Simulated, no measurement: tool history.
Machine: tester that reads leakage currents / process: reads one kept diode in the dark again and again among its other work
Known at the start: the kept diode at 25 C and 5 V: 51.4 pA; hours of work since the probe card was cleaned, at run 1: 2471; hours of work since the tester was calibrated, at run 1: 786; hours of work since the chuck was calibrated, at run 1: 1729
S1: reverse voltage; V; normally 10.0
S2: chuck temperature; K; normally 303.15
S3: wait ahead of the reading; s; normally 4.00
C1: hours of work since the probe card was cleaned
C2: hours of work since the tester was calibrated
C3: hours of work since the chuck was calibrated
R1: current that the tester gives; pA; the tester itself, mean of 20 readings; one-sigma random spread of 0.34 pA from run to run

run 1 day=0.000 | S1=10.0 S2=303.15 S3=4.00 | C1=2471 C2=786 C3=1729 | R1=129.45
run 2 day=0.767 | S1=10.0 S2=303.15 S3=4.00 | C1=2483 C2=799 C3=1741 | R1=130.70
run 3 day=1.538 | S1=10.0 S2=303.15 S3=4.00 | C1=2495 C2=811 C3=1753 | R1=130.66
run 4 day=2.867 | S1=10.0 S2=303.15 S3=4.00 | C1=2516 C2=831 C3=1774 | R1=130.71
run 5 day=4.204 | S1=10.0 S2=303.15 S3=4.00 | C1=2537 C2=852 C3=1795 | R1=130.61
run 6 day=4.942 | S1=10.0 S2=303.15 S3=4.00 | C1=2549 C2=864 C3=1806 | R1=130.77
run 7 day=6.175 | S1=10.0 S2=303.15 S3=4.00 | C1=2568 C2=883 C3=1826 | R1=131.23
run 8 day=7.354 | S1=10.0 S2=303.15 S3=4.00 | C1=2587 C2=902 C3=1844 | R1=131.03
run 9 day=8.608 | S1=10.0 S2=303.15 S3=4.00 | C1=2606 C2=921 C3=1864 | R1=130.98
run 10 day=9.692 | S1=10.0 S2=314.15 S3=4.00 | C1=2623 C2=938 C3=1881 | R1=310.33
run 11 day=11.050 | S1=3.2 S2=314.15 S3=4.00 | C1=2644 C2=960 C3=1902 | R1=174.20
run 12 day=12.250 | S1=3.9 S2=303.15 S3=4.00 | C1=2663 C2=978 C3=1921 | R1=79.61
run 13 day=13.383 | S1=1.1 S2=303.15 S3=4.00 | C1=2681 C2=996 C3=1939 | R1=41.74
run 14 day=14.096 | S1=1.7 S2=297.15 S3=0.93 | C1=2692 C2=1007 C3=1950 | R1=31.74
run 15 day=14.988 | S1=1.7 S2=297.15 S3=0.93 | C1=2706 C2=1021 C3=1964 | R1=31.64
run 16 day=15.904 | S1=1.7 S2=297.15 S3=0.93 | C1=2720 C2=1036 C3=1978 | R1=31.81
run 17 day=16.512 | S1=13.6 S2=307.15 S3=9.23 | C1=2730 C2=1045 C3=1988 | R1=213.04
-- day=16.688 tester calibrated
run 18 day=17.800 | S1=9.6 S2=303.15 S3=9.28 | C1=2749 C2=17 C3=2006 | R1=130.45
run 19 day=18.917 | S1=6.0 S2=309.15 S3=3.36 | C1=2766 C2=35 C3=2024 | R1=162.74
run 20 day=19.888 | S1=1.7 S2=309.15 S3=3.36 | C1=2782 C2=50 C3=2039 | R1=85.45
run 21 day=20.958 | S1=1.7 S2=309.15 S3=3.36 | C1=2798 C2=67 C3=2056 | R1=85.01
run 22 day=21.879 | S1=2.2 S2=296.15 S3=4.00 | C1=2813 C2=81 C3=2070 | R1=33.51
run 23 day=22.604 | S1=6.0 S2=303.15 S3=6.25 | C1=2824 C2=93 C3=2082 | R1=100.70
run 24 day=23.583 | S1=14.4 S2=307.15 S3=4.00 | C1=2840 C2=108 C3=2097 | R1=221.36
-- day=24.604 tester calibrated, once more
run 25 day=24.800 | S1=3.9 S2=300.15 S3=2.60 | C1=2857 C2=3 C3=2115 | R1=63.21
run 26 day=26.150 | S1=3.9 S2=300.15 S3=2.60 | C1=2878 C2=24 C3=2136 | R1=63.40

Alternative continuations, all from the tool just after run 26; predict every row:
run A day=26.850 | S1=3.6 S2=300.15 S3=2.60 | C1=2889 C2=35 C3=2147 | R1=?
run B day=26.850 | S1=11.8 S2=300.15 S3=2.60 | C1=2889 C2=35 C3=2147 | R1=?
run C day=26.850 | S1=1.2 S2=300.15 S3=2.84 | C1=2889 C2=35 C3=2147 | R1=?
run D day=26.850 | S1=2.1 S2=329.15 S3=5.08 | C1=2889 C2=35 C3=2147 | R1=?
run E day=26.850 | S1=2.2 S2=311.15 S3=1.11 | C1=2889 C2=35 C3=2147 | R1=?

run=A R1=60.82
run=B R1=116.32
run=C R1=34.04
run=D R1=444.19
run=E R1=114.82
Take away the tool's hidden state, keep each run's random variation, and the runs would have read:
run=A R1=52.67
run=B R1=94.29
run=C R1=30.56
run=D R1=420.67
run=E R1=105.94

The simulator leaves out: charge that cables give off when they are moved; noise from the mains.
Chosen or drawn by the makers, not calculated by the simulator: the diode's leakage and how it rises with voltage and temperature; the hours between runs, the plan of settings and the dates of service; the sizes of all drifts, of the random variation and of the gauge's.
